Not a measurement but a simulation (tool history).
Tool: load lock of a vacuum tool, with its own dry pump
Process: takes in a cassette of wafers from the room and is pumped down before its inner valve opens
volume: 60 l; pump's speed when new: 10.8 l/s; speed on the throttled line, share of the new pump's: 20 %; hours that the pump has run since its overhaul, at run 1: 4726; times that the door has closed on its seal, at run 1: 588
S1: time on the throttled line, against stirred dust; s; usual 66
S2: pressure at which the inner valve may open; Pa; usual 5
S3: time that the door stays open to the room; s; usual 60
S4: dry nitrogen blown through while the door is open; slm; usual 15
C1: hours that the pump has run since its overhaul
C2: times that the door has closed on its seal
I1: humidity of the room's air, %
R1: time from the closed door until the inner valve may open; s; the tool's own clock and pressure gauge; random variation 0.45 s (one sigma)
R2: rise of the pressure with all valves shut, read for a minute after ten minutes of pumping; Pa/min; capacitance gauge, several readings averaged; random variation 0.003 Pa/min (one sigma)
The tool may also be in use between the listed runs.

run 1 hour=0 | S1=66 S2=5 S3=60 S4=15 | C1=4726 C2=588 | I1=40.9 | R1=109.4 R2=0.019
run 2 hour=80.6 | S1=38 S2=5 S3=60 S4=15 | C1=4807 C2=945 | I1=44.8 | R1=87.6 R2=0.024
run 3 hour=160.4 | S1=38 S2=5 S3=60 S4=15 | C1=4887 C2=1298 | I1=46.1 | R1=88.6 R2=0.029
run 4 hour=241.1 | S1=66 S2=5 S3=60 S4=15 | C1=4968 C2=1656 | I1=42 | R1=110.1 R2=0.023
run 5 hour=388.8 | S1=66 S2=9 S3=60 S4=15 | C1=5115 C2=2310 | I1=42.7 | R1=106.2 R2=0.025
run 6 hour=474.6 | S1=66 S2=9 S3=60 S4=15 | C1=5201 C2=2689 | I1=44.3 | R1=106.2 R2=0.029
run 7 hour=602.8 | S1=66 S2=5 S3=96 S4=15 | C1=5329 C2=3256 | I1=46.1 | R1=110 R2=0.038
run 8 hour=705.3 | S1=66 S2=5 S3=60 S4=19 | C1=5432 C2=3710 | I1=42.1 | R1=110.3 R2=0.022
run 9 hour=776.1 | S1=66 S2=5 S3=60 S4=15 | C1=5503 C2=4024 | I1=43.5 | R1=109.5 R2=0.022
run 10 hour=849.5 | S1=66 S2=5 S3=60 S4=15 | C1=5576 C2=4349 | I1=46.7 | R1=110.5 R2=0.032
run 11 hour=931.5 | S1=66 S2=5 S3=60 S4=15 | C1=5658 C2=4712 | I1=42.4 | R1=111.3 R2=0.03
run 12 hour=1066.8 | S1=66 S2=5 S3=60 S4=25 | C1=5793 C2=5310 | I1=44.1 | R1=110.4 R2=0.021
run 13 hour=1163.9 | S1=66 S2=5 S3=60 S4=25 | C1=5890 C2=5740 | I1=43 | R1=110.2 R2=0.023
run 14 hour=1300.8 | S1=66 S2=5 S3=66 S4=15 | C1=6027 C2=6346 | I1=42.9 | R1=109.3 R2=0.033
run 15 hour=1402 | S1=66 S2=5 S3=66 S4=15 | C1=6128 C2=6794 | I1=43.2 | R1=110.4 R2=0.032
run 16 hour=1487.1 | S1=66 S2=5 S3=49 S4=15 | C1=6214 C2=7171 | I1=47.3 | R1=110.7 R2=0.038
run 17 hour=1601.8 | S1=69 S2=9 S3=47 S4=23 | C1=6328 C2=7678 | I1=46.6 | R1=109.2 R2=0.022
run 18 hour=1726.2 | S1=130 S2=8 S3=26 S4=30 | C1=6453 C2=8229 | I1=42.1 | R1=158.5 R2=0.019
run 19 hour=1789 | S1=34 S2=7 S3=51 S4=22 | C1=6515 C2=8507 | I1=46.2 | R1=83.5 R2=0.025
run 20 hour=1919.4 | S1=37 S2=4 S3=88 S4=8 | C1=6646 C2=9084 | I1=47.1 | R1=89.2 R2=0.05
run 21 hour=2047.4 | S1=95 S2=4 S3=171 S4=8 | C1=6774 C2=9651 | I1=45.7 | R1=134.3 R2=0.069
run 22 hour=2200 | S1=71 S2=5 S3=82 S4=16 | C1=6926 C2=10326 | I1=45 | R1=113.9 R2=0.046
run 23 hour=2283.5 | S1=71 S2=5 S3=82 S4=16 | C1=7010 C2=10696 | I1=42.1 | R1=114.2 R2=0.044
run 24 hour=2354.4 | S1=66 S2=7 S3=53 S4=8 | C1=7081 C2=11010 | I1=46.9 | R1=109 R2=0.038
run 25 hour=2497.1 | S1=66 S2=7 S3=53 S4=8 | C1=7223 C2=11641 | I1=41.7 | R1=107.9 R2=0.049
run 26 hour=2588.3 | S1=66 S2=7 S3=53 S4=8 | C1=7315 C2=12045 | I1=46.1 | R1=109.2 R2=0.041
run 27 hour=2656.1 | S1=66 S2=8 S3=92 S4=15 | C1=7382 C2=12345 | I1=43.5 | R1=108.2 R2=0.048
run 28 hour=2766.7 | S1=66 S2=8 S3=92 S4=15 | C1=7493 C2=12835 | I1=45.5 | R1=108.1 R2=0.047

3 ways to go on from here, each from the tool as it stands after run 28. What would each give?
run A hour=2859.9 | S1=43 S2=8 S3=107 S4=15 | C1=7586 C2=13247 | I1=47.5 | R1=? R2=?
run B hour=2859.9 | S1=61 S2=5 S3=60 S4=15 | C1=7586 C2=13247 | I1=49.7 | R1=? R2=?
run C hour=2859.9 | S1=35 S2=8 S3=92 S4=15 | C1=7586 C2=13247 | I1=43.2 | R1=? R2=?

run=A R1=90 R2=0.054
run=B R1=107.2 R2=0.047
run=C R1=83.8 R2=0.056
Without the tool's hidden state the same runs would have given:
run=A R1=87.5 R2=0.033
run=B R1=104.6 R2=0.026
run=C R1=81.1 R2=0.036
